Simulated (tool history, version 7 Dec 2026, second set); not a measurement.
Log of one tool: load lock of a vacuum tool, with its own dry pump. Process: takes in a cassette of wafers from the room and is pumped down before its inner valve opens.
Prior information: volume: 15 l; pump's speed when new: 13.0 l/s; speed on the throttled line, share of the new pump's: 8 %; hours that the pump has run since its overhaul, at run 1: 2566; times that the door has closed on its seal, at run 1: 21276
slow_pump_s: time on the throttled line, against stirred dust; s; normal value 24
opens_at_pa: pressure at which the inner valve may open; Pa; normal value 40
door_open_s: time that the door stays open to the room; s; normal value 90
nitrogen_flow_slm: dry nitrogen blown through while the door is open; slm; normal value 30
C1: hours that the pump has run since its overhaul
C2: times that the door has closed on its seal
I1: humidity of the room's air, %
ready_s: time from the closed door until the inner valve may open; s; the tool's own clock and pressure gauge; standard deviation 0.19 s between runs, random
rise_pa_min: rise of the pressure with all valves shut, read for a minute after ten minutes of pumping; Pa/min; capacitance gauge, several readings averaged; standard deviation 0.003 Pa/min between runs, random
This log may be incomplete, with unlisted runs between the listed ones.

{"run": 1, "hour": 0.0, "slow_pump_s": 24, "opens_at_pa": 40, "door_open_s": 90, "nitrogen_flow_slm": 30, "C1": 2566, "C2": 21276, "I1": 43.1, "ready_s": 31.5, "rise_pa_min": 0.531}
{"run": 2, "hour": 78.4, "slow_pump_s": 24, "opens_at_pa": 40, "door_open_s": 90, "nitrogen_flow_slm": 30, "C1": 2645, "C2": 21525, "I1": 46.7, "ready_s": 31.6, "rise_pa_min": 0.555}
{"run": 3, "hour": 143.6, "slow_pump_s": 24, "opens_at_pa": 40, "door_open_s": 90, "nitrogen_flow_slm": 30, "C1": 2710, "C2": 21731, "I1": 46.6, "ready_s": 31.4, "rise_pa_min": 0.548}
{"run": 4, "hour": 216.3, "slow_pump_s": 24, "opens_at_pa": 40, "door_open_s": 90, "nitrogen_flow_slm": 30, "C1": 2783, "C2": 21962, "I1": 43.8, "ready_s": 31.3, "rise_pa_min": 0.558}
{"run": 5, "hour": 267.3, "slow_pump_s": 24, "opens_at_pa": 40, "door_open_s": 90, "nitrogen_flow_slm": 30, "C1": 2834, "C2": 22123, "I1": 44.7, "ready_s": 31.4, "rise_pa_min": 0.579}
{"run": 6, "hour": 349.8, "slow_pump_s": 24, "opens_at_pa": 40, "door_open_s": 90, "nitrogen_flow_slm": 30, "C1": 2916, "C2": 22385, "I1": 46.0, "ready_s": 31.2, "rise_pa_min": 0.588}
{"run": 7, "hour": 422.9, "slow_pump_s": 21, "opens_at_pa": 40, "door_open_s": 90, "nitrogen_flow_slm": 30, "C1": 2989, "C2": 22616, "I1": 48.7, "ready_s": 28.4, "rise_pa_min": 0.596}
{"run": 8, "hour": 522.3, "slow_pump_s": 21, "opens_at_pa": 40, "door_open_s": 90, "nitrogen_flow_slm": 30, "C1": 3089, "C2": 22931, "I1": 40.4, "ready_s": 28.6, "rise_pa_min": 0.616}
{"run": 9, "hour": 619.1, "slow_pump_s": 21, "opens_at_pa": 40, "door_open_s": 90, "nitrogen_flow_slm": 30, "C1": 3186, "C2": 23238, "I1": 43.9, "ready_s": 28.4, "rise_pa_min": 0.615}
{"run": 10, "hour": 679.2, "slow_pump_s": 21, "opens_at_pa": 40, "door_open_s": 90, "nitrogen_flow_slm": 30, "C1": 3246, "C2": 23428, "I1": 46.1, "ready_s": 28.0, "rise_pa_min": 0.636}
{"run": 11, "hour": 723.0, "slow_pump_s": 21, "opens_at_pa": 40, "door_open_s": 90, "nitrogen_flow_slm": 30, "C1": 3290, "C2": 23567, "I1": 49.4, "ready_s": 28.6, "rise_pa_min": 0.643}
{"run": 12, "hour": 775.5, "slow_pump_s": 24, "opens_at_pa": 40, "door_open_s": 239, "nitrogen_flow_slm": 30, "C1": 3342, "C2": 23733, "I1": 42.0, "ready_s": 31.3, "rise_pa_min": 0.655}
{"hour": 852.6, "done": "door's seal changed, seat wiped"}
{"run": 13, "hour": 872.5, "slow_pump_s": 24, "opens_at_pa": 40, "door_open_s": 145, "nitrogen_flow_slm": 30, "C1": 3437, "C2": 62, "I1": 47.3, "ready_s": 31.2, "rise_pa_min": 0.044}
{"run": 14, "hour": 934.3, "slow_pump_s": 24, "opens_at_pa": 40, "door_open_s": 90, "nitrogen_flow_slm": 30, "C1": 3499, "C2": 258, "I1": 45.7, "ready_s": 31.5, "rise_pa_min": 0.039}
{"run": 15, "hour": 1023.5, "slow_pump_s": 24, "opens_at_pa": 40, "door_open_s": 90, "nitrogen_flow_slm": 30, "C1": 3589, "C2": 541, "I1": 42.4, "ready_s": 31.3, "rise_pa_min": 0.037}
{"run": 16, "hour": 1081.9, "slow_pump_s": 21, "opens_at_pa": 40, "door_open_s": 90, "nitrogen_flow_slm": 5, "C1": 3647, "C2": 726, "I1": 40.0, "ready_s": 28.7, "rise_pa_min": 0.059}
{"run": 17, "hour": 1177.2, "slow_pump_s": 21, "opens_at_pa": 40, "door_open_s": 90, "nitrogen_flow_slm": 5, "C1": 3742, "C2": 1028, "I1": 47.2, "ready_s": 28.9, "rise_pa_min": 0.068}
{"run": 18, "hour": 1276.2, "slow_pump_s": 38, "opens_at_pa": 40, "door_open_s": 90, "nitrogen_flow_slm": 4, "C1": 3841, "C2": 1341, "I1": 44.5, "ready_s": 44.3, "rise_pa_min": 0.069}
{"run": 19, "hour": 1355.9, "slow_pump_s": 38, "opens_at_pa": 40, "door_open_s": 27, "nitrogen_flow_slm": 4, "C1": 3921, "C2": 1594, "I1": 47.3, "ready_s": 43.8, "rise_pa_min": 0.049}
{"run": 20, "hour": 1441.8, "slow_pump_s": 38, "opens_at_pa": 40, "door_open_s": 27, "nitrogen_flow_slm": 4, "C1": 4007, "C2": 1866, "I1": 43.2, "ready_s": 44.2, "rise_pa_min": 0.057}
{"run": 21, "hour": 1488.6, "slow_pump_s": 38, "opens_at_pa": 40, "door_open_s": 27, "nitrogen_flow_slm": 4, "C1": 4054, "C2": 2014, "I1": 42.8, "ready_s": 44.2, "rise_pa_min": 0.055}
{"run": 22, "hour": 1542.3, "slow_pump_s": 24, "opens_at_pa": 40, "door_open_s": 188, "nitrogen_flow_slm": 30, "C1": 4107, "C2": 2184, "I1": 47.2, "ready_s": 31.5, "rise_pa_min": 0.072}
{"run": 23, "hour": 1597.8, "slow_pump_s": 24, "opens_at_pa": 40, "door_open_s": 188, "nitrogen_flow_slm": 30, "C1": 4163, "C2": 2360, "I1": 46.1, "ready_s": 31.0, "rise_pa_min": 0.066}
{"run": 24, "hour": 1668.6, "slow_pump_s": 27, "opens_at_pa": 40, "door_open_s": 38, "nitrogen_flow_slm": 44, "C1": 4234, "C2": 2584, "I1": 42.4, "ready_s": 33.9, "rise_pa_min": 0.048}
{"run": 25, "hour": 1754.7, "slow_pump_s": 26, "opens_at_pa": 40, "door_open_s": 38, "nitrogen_flow_slm": 6, "C1": 4320, "C2": 2857, "I1": 43.0, "ready_s": 33.4, "rise_pa_min": 0.07}
{"run": 26, "hour": 1810.9, "slow_pump_s": 26, "opens_at_pa": 40, "door_open_s": 38, "nitrogen_flow_slm": 6, "C1": 4376, "C2": 3035, "I1": 44.7, "ready_s": 33.3, "rise_pa_min": 0.069}
{"run": 27, "hour": 1887.5, "slow_pump_s": 14, "opens_at_pa": 40, "door_open_s": 97, "nitrogen_flow_slm": 10, "C1": 4453, "C2": 3278, "I1": 45.2, "ready_s": 23.0, "rise_pa_min": 0.09}
{"run": 28, "hour": 1955.8, "slow_pump_s": 13, "opens_at_pa": 40, "door_open_s": 197, "nitrogen_flow_slm": 30, "C1": 4521, "C2": 3494, "I1": 42.4, "ready_s": 21.5, "rise_pa_min": 0.087}
{"run": 29, "hour": 2006.6, "slow_pump_s": 45, "opens_at_pa": 40, "door_open_s": 197, "nitrogen_flow_slm": 30, "C1": 4572, "C2": 3655, "I1": 43.7, "ready_s": 50.8, "rise_pa_min": 0.087}
{"run": 30, "hour": 2078.5, "slow_pump_s": 17, "opens_at_pa": 40, "door_open_s": 174, "nitrogen_flow_slm": 28, "C1": 4644, "C2": 3883, "I1": 42.1, "ready_s": 25.2, "rise_pa_min": 0.082}

Alternative continuations, all from the tool just after run 30; predict every row:
{"run": "A", "hour": 2184.2, "slow_pump_s": 33, "opens_at_pa": 31, "door_open_s": 90, "nitrogen_flow_slm": 5, "C1": 4749, "C2": 4218, "I1": 43.6, "ready_s": "?", "rise_pa_min": "?"}
{"run": "B", "hour": 2184.2, "slow_pump_s": 24, "opens_at_pa": 40, "door_open_s": 90, "nitrogen_flow_slm": 32, "C1": 4749, "C2": 4218, "I1": 47.9, "ready_s": "?", "rise_pa_min": "?"}
{"run": "C", "hour": 2184.2, "slow_pump_s": 17, "opens_at_pa": 40, "door_open_s": 174, "nitrogen_flow_slm": 31, "C1": 4749, "C2": 4218, "I1": 42.8, "ready_s": "?", "rise_pa_min": "?"}
{"run": "D", "hour": 2184.2, "slow_pump_s": 13, "opens_at_pa": 51, "door_open_s": 90, "nitrogen_flow_slm": 9, "C1": 4749, "C2": 4218, "I1": 42.8, "ready_s": "?", "rise_pa_min": "?"}
{"run": "E", "hour": 2184.2, "slow_pump_s": 24, "opens_at_pa": 65, "door_open_s": 235, "nitrogen_flow_slm": 30, "C1": 4749, "C2": 4218, "I1": 46.1, "ready_s": "?", "rise_pa_min": "?"}

run=A ready_s=40.0 rise_pa_min=0.105
run=B ready_s=31.2 rise_pa_min=0.083
run=C ready_s=24.9 rise_pa_min=0.087
run=D ready_s=21.2 rise_pa_min=0.097
run=E ready_s=31.1 rise_pa_min=0.103
With the hidden condition removed and each run's random variation left untouched, the same runs would have given:
run=A ready_s=39.6 rise_pa_min=0.052
run=B ready_s=30.8 rise_pa_min=0.029
run=C ready_s=24.5 rise_pa_min=0.033
run=D ready_s=20.7 rise_pa_min=0.044
run=E ready_s=30.7 rise_pa_min=0.049

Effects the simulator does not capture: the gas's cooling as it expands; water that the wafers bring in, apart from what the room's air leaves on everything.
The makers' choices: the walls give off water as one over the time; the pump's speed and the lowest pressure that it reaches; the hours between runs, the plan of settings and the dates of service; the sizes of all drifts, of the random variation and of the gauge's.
